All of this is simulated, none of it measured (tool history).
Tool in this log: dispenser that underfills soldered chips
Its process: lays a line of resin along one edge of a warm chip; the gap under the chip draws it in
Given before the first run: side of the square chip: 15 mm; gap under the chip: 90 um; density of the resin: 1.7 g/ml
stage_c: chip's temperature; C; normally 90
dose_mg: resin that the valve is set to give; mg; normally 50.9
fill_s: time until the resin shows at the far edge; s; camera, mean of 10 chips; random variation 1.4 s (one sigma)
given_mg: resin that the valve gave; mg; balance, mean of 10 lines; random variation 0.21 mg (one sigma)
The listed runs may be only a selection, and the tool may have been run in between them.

run,day,stage_c,dose_mg,fill_s,given_mg
1,0,90,50.9,206.3,49.16
# day 0.233: new syringe of resin
2,0.246,90,50.9,137.1,49.31
3,0.742,90,50.9,251.3,48.81
# day 0.829: new syringe of resin
4,1.192,92,50.9,188.1,48.57
# day 1.412: new syringe of resin
5,1.671,92,50.9,171,48.12
# day 2.008: new syringe of resin
6,2.262,92,50.9,173,48.12
# day 2.604: new syringe of resin
7,2.783,90,50.9,169.1,47.21
# day 2.95: dispensing valve cleaned and set on the balance
8,3.071,90,50.9,222.3,51.24
# day 3.217: new syringe of resin
9,3.404,90,50.9,166.6,50.76
# day 3.788: new syringe of resin
10,3.983,90,50.9,168.8,50.06
11,4.242,90,50.9,235.3,50.18
# day 4.392: new syringe of resin
12,4.762,90,50.9,212.8,49.68
# day 4.979: new syringe of resin
13,5.008,90,47.2,142.1,46.03
14,5.358,90,50.9,211.2,49.62
# day 5.554: new syringe of resin
15,5.646,90,50.9,151.7,48.85
# day 6.146: new syringe of resin
16,6.233,90,47.2,154.1,45.29
17,6.558,90,50.9,216.7,48.16
# day 6.721: new syringe of resin
18,6.846,84,44.5,200,42.26
19,7.2,84,44.5,317,42.06
# day 7.296: new syringe of resin
20,7.55,102,54.1,116.1,50.6
21,7.796,78,43.5,414,40.53
# day 7.9: new syringe of resin
22,8.367,102,60.6,150.6,56.48
# day 8.471: new syringe of resin
# day 8.542: dispensing valve cleaned and set on the balance
23,8.912,102,60.6,133.6,60.22
# day 9.1: new syringe of resin
24,9.475,98,50.5,153.1,49.92
# day 9.692: new syringe of resin
25,9.967,98,50.5,133,49.24

Estimate the outcome of run 26 from the log above:
# day 10.275: new syringe of resin
26,10.346,98,50.5,?,?

fill_s: 105 s
given_mg: 49.44 mg
Take away the tool's hidden state, keep the run-to-run variation as it was, and the same run would have given fill_s 103.8 s, given_mg 50.57 mg.
